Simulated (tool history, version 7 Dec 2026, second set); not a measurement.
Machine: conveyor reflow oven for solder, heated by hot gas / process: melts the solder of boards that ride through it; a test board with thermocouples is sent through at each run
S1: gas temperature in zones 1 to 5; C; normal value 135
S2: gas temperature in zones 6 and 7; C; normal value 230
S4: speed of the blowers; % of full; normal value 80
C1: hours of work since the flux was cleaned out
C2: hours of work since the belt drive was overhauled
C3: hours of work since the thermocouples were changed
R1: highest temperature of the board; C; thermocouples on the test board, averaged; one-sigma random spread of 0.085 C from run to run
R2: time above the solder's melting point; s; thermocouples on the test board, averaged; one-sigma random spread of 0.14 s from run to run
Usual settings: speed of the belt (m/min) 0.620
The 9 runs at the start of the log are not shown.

{"run": 10, "hour": 100.9, "S1": 149, "S2": 234, "speed of the belt (m/min)": 0.511, "S4": 80, "C1": 305, "C2": 150, "C3": 858, "R1": 227.32, "R2": 63.8}
{"hour": 110.5, "done": "thermocouples of zones 6 and 7 changed"}
{"run": 11, "hour": 116.1, "S1": 149, "S2": 234, "speed of the belt (m/min)": 0.511, "S4": 80, "C1": 313, "C2": 159, "C3": 4, "R1": 225.08, "R2": 62.7}
{"run": 12, "hour": 122.4, "S1": 145, "S2": 230, "speed of the belt (m/min)": 0.62, "S4": 80, "C1": 318, "C2": 163, "C3": 8, "R1": 216.53, "R2": 45.4}
{"run": 13, "hour": 130.7, "S1": 145, "S2": 230, "speed of the belt (m/min)": 0.62, "S4": 80, "C1": 323, "C2": 169, "C3": 13, "R1": 216.4, "R2": 45.5}
{"run": 14, "hour": 143.4, "S1": 145, "S2": 230, "speed of the belt (m/min)": 0.62, "S4": 80, "C1": 331, "C2": 177, "C3": 22, "R1": 216.42, "R2": 45.3}
{"run": 15, "hour": 154.1, "S1": 145, "S2": 230, "speed of the belt (m/min)": 0.62, "S4": 80, "C1": 339, "C2": 184, "C3": 29, "R1": 216.38, "R2": 45.6}
{"run": 16, "hour": 162.2, "S1": 135, "S2": 242, "speed of the belt (m/min)": 0.603, "S4": 80, "C1": 344, "C2": 189, "C3": 34, "R1": 226.31, "R2": 49.0}
{"run": 17, "hour": 171.0, "S1": 135, "S2": 242, "speed of the belt (m/min)": 0.603, "S4": 80, "C1": 350, "C2": 195, "C3": 40, "R1": 226.33, "R2": 49.1}
{"run": 18, "hour": 177.3, "S1": 135, "S2": 226, "speed of the belt (m/min)": 0.682, "S4": 59, "C1": 354, "C2": 199, "C3": 44, "R1": 204.64, "R2": 29.6}
{"run": 19, "hour": 187.8, "S1": 140, "S2": 223, "speed of the belt (m/min)": 0.631, "S4": 78, "C1": 361, "C2": 206, "C3": 51, "R1": 208.77, "R2": 38.4}
{"run": 20, "hour": 195.5, "S1": 140, "S2": 223, "speed of the belt (m/min)": 0.631, "S4": 78, "C1": 366, "C2": 211, "C3": 56, "R1": 208.67, "R2": 38.1}
{"run": 21, "hour": 202.5, "S1": 130, "S2": 230, "speed of the belt (m/min)": 0.51, "S4": 53, "C1": 370, "C2": 216, "C3": 61, "R1": 215.41, "R2": 49.8}
{"run": 22, "hour": 215.6, "S1": 130, "S2": 230, "speed of the belt (m/min)": 0.51, "S4": 53, "C1": 379, "C2": 225, "C3": 69, "R1": 215.31, "R2": 50.1}
{"run": 23, "hour": 226.6, "S1": 121, "S2": 232, "speed of the belt (m/min)": 0.611, "S4": 64, "C1": 386, "C2": 232, "C3": 76, "R1": 211.88, "R2": 36.4}
{"run": 24, "hour": 237.1, "S1": 123, "S2": 230, "speed of the belt (m/min)": 0.603, "S4": 80, "C1": 393, "C2": 239, "C3": 83, "R1": 213.5, "R2": 39.5}
{"run": 25, "hour": 243.1, "S1": 141, "S2": 230, "speed of the belt (m/min)": 0.637, "S4": 80, "C1": 397, "C2": 243, "C3": 87, "R1": 214.94, "R2": 42.2}
{"run": 26, "hour": 251.8, "S1": 141, "S2": 230, "speed of the belt (m/min)": 0.637, "S4": 55, "C1": 403, "C2": 248, "C3": 93, "R1": 210.45, "R2": 38.5}
{"run": 27, "hour": 262.4, "S1": 141, "S2": 230, "speed of the belt (m/min)": 0.637, "S4": 55, "C1": 410, "C2": 255, "C3": 100, "R1": 210.68, "R2": 38.3}
{"run": 28, "hour": 276.2, "S1": 141, "S2": 230, "speed of the belt (m/min)": 0.637, "S4": 55, "C1": 419, "C2": 264, "C3": 109, "R1": 210.71, "R2": 38.6}
{"run": 29, "hour": 286.7, "S1": 142, "S2": 230, "speed of the belt (m/min)": 0.62, "S4": 73, "C1": 426, "C2": 271, "C3": 116, "R1": 214.63, "R2": 43.6}
{"run": 30, "hour": 299.2, "S1": 145, "S2": 230, "speed of the belt (m/min)": 0.62, "S4": 64, "C1": 434, "C2": 280, "C3": 124, "R1": 214.05, "R2": 43.6}

Predict each of these 5 candidate next runs independently; none follows another, all start after run 30:
{"run": "A", "hour": 313.4, "S1": 138, "S2": 230, "speed of the belt (m/min)": 0.666, "S4": 56, "C1": 443, "C2": 289, "C3": 134, "R1": "?", "R2": "?"}
{"run": "B", "hour": 313.4, "S1": 149, "S2": 230, "speed of the belt (m/min)": 0.62, "S4": 64, "C1": 443, "C2": 289, "C3": 134, "R1": "?", "R2": "?"}
{"run": "C", "hour": 313.4, "S1": 145, "S2": 231, "speed of the belt (m/min)": 0.62, "S4": 53, "C1": 443, "C2": 289, "C3": 134, "R1": "?", "R2": "?"}
{"run": "D", "hour": 313.4, "S1": 141, "S2": 233, "speed of the belt (m/min)": 0.62, "S4": 69, "C1": 443, "C2": 289, "C3": 134, "R1": "?", "R2": "?"}
{"run": "E", "hour": 313.4, "S1": 145, "S2": 243, "speed of the belt (m/min)": 0.712, "S4": 64, "C1": 443, "C2": 289, "C3": 134, "R1": "?", "R2": "?"}

run=A R1=208.53 R2=34.5
run=B R1=214.74 R2=45.3
run=C R1=212.70 R2=42.5
run=D R1=216.62 R2=44.1
run=E R1=219.95 R2=40.7
With the hidden condition removed and each run's random variation left untouched, the same runs would have given:
run=A R1=210.51 R2=36.0
run=B R1=216.45 R2=46.3
run=C R1=214.39 R2=43.6
run=D R1=218.58 R2=45.2
run=E R1=222.24 R2=41.6

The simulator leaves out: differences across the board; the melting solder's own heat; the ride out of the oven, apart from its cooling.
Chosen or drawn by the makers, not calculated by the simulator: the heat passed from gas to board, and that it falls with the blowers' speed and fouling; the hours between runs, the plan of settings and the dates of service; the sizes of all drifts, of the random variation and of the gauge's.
